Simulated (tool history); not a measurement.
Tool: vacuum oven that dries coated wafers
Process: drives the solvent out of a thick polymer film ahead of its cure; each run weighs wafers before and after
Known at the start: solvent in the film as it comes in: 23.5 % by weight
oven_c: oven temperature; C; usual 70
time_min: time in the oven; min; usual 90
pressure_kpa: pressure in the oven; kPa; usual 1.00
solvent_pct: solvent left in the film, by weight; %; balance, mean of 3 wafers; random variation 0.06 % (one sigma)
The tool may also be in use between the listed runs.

run 1 hour=0.0 | oven_c=70 time_min=90 pressure_kpa=1.00 | solvent_pct=3.17
run 2 hour=31.5 | oven_c=70 time_min=90 pressure_kpa=1.00 | solvent_pct=3.39
run 3 hour=54.5 | oven_c=70 time_min=90 pressure_kpa=1.00 | solvent_pct=3.31
run 4 hour=92.4 | oven_c=70 time_min=90 pressure_kpa=1.00 | solvent_pct=3.33
run 5 hour=120.6 | oven_c=70 time_min=90 pressure_kpa=3.57 | solvent_pct=6.88
run 6 hour=166.8 | oven_c=70 time_min=90 pressure_kpa=3.57 | solvent_pct=6.91
run 7 hour=187.2 | oven_c=61 time_min=90 pressure_kpa=3.57 | solvent_pct=10.49
run 8 hour=227.9 | oven_c=61 time_min=90 pressure_kpa=3.57 | solvent_pct=10.63
run 9 hour=273.9 | oven_c=61 time_min=90 pressure_kpa=3.57 | solvent_pct=10.57
run 10 hour=312.5 | oven_c=70 time_min=92 pressure_kpa=1.00 | solvent_pct=3.25
run 11 hour=344.5 | oven_c=70 time_min=92 pressure_kpa=1.00 | solvent_pct=3.27
run 12 hour=388.9 | oven_c=70 time_min=92 pressure_kpa=1.00 | solvent_pct=3.09
run 13 hour=433.7 | oven_c=70 time_min=92 pressure_kpa=0.94 | solvent_pct=3.12
run 14 hour=457.3 | oven_c=68 time_min=94 pressure_kpa=1.00 | solvent_pct=3.61
run 15 hour=492.0 | oven_c=64 time_min=91 pressure_kpa=1.00 | solvent_pct=5.01
run 16 hour=524.1 | oven_c=68 time_min=152 pressure_kpa=0.84 | solvent_pct=1.94
run 17 hour=550.9 | oven_c=68 time_min=152 pressure_kpa=0.84 | solvent_pct=1.92
run 18 hour=576.1 | oven_c=82 time_min=82 pressure_kpa=1.00 | solvent_pct=1.44
run 19 hour=615.5 | oven_c=82 time_min=82 pressure_kpa=1.00 | solvent_pct=1.58
run 20 hour=645.5 | oven_c=67 time_min=82 pressure_kpa=0.83 | solvent_pct=4.33
run 21 hour=684.1 | oven_c=72 time_min=97 pressure_kpa=1.28 | solvent_pct=2.91
run 22 hour=705.3 | oven_c=66 time_min=62 pressure_kpa=0.55 | solvent_pct=5.92
run 23 hour=728.9 | oven_c=70 time_min=90 pressure_kpa=1.05 | solvent_pct=3.27
run 24 hour=749.8 | oven_c=66 time_min=90 pressure_kpa=0.64 | solvent_pct=3.86

Forecast run 25:
run 25 hour=790.9 | oven_c=76 time_min=132 pressure_kpa=0.97 | solvent_pct=?

Run 25 gave solvent_pct 1.35 %.
Without the tool's hidden state the same run would have given solvent_pct 1.33 %.
